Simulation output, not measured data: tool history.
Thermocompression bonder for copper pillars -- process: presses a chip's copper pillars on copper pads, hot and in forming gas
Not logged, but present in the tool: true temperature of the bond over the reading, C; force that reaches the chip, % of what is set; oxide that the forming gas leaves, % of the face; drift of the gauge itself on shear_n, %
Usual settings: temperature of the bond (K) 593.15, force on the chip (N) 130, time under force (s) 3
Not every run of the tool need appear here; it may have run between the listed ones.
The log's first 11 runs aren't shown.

run	hour	temperature of the bond (K)	force on the chip (N)	time under force (s)	hours of work since the heater was calibrated	hours of work since the force cell was calibrated	hours of work since the gas filter was changed	force that shears a chip off (N)
12	118.2	593.15	130	8	210	455	36	66.9
13	127	593.15	130	8	215	460	40	67
14	141.1	593.15	130	8	223	467	48	67.8
15	148.4	593.15	130	8	227	471	52	66.8
16	156.8	593.15	130	8	231	476	56	67.9
17	166.8	597.15	130	8	236	481	62	68.2
18	180.9	621.15	101	3	244	489	69	54.8
19	193.2	611.15	100	3	251	495	76	48.5
20	207.4	620.15	108	8	258	503	84	76.8
21	218.2	620.15	108	8	264	509	89	78.5
22	232.4	620.15	108	8	272	516	97	76.8
23	238.5	602.15	91	2	275	520	100	33.8
24	249.5	602.15	91	2	281	526	106	34.3
# hour 263.9: forming gas filter changed
25	264.5	618.15	91	2	289	533	0	41.4
26	278.5	620.15	110	2	296	541	8	50.3
27	292.4	593.15	93	2	304	548	15	31
28	304.7	572.15	109	2	310	555	22	24.8
29	317.3	572.15	109	2	317	562	29	24.9
30	324.3	580.15	111	3	321	566	32	35.2
31	331.3	580.15	106	2	325	569	36	28.4
32	337.4	580.15	106	2	328	573	40	29.4

What will run 33 give?
33	347.5	569.15	130	2	333	578	45	?

Run 33 produced force that shears a chip off (N) 28.
If the tool had no hidden condition, the same run with the same run-to-run variation would have returned force that shears a chip off (N) 28.

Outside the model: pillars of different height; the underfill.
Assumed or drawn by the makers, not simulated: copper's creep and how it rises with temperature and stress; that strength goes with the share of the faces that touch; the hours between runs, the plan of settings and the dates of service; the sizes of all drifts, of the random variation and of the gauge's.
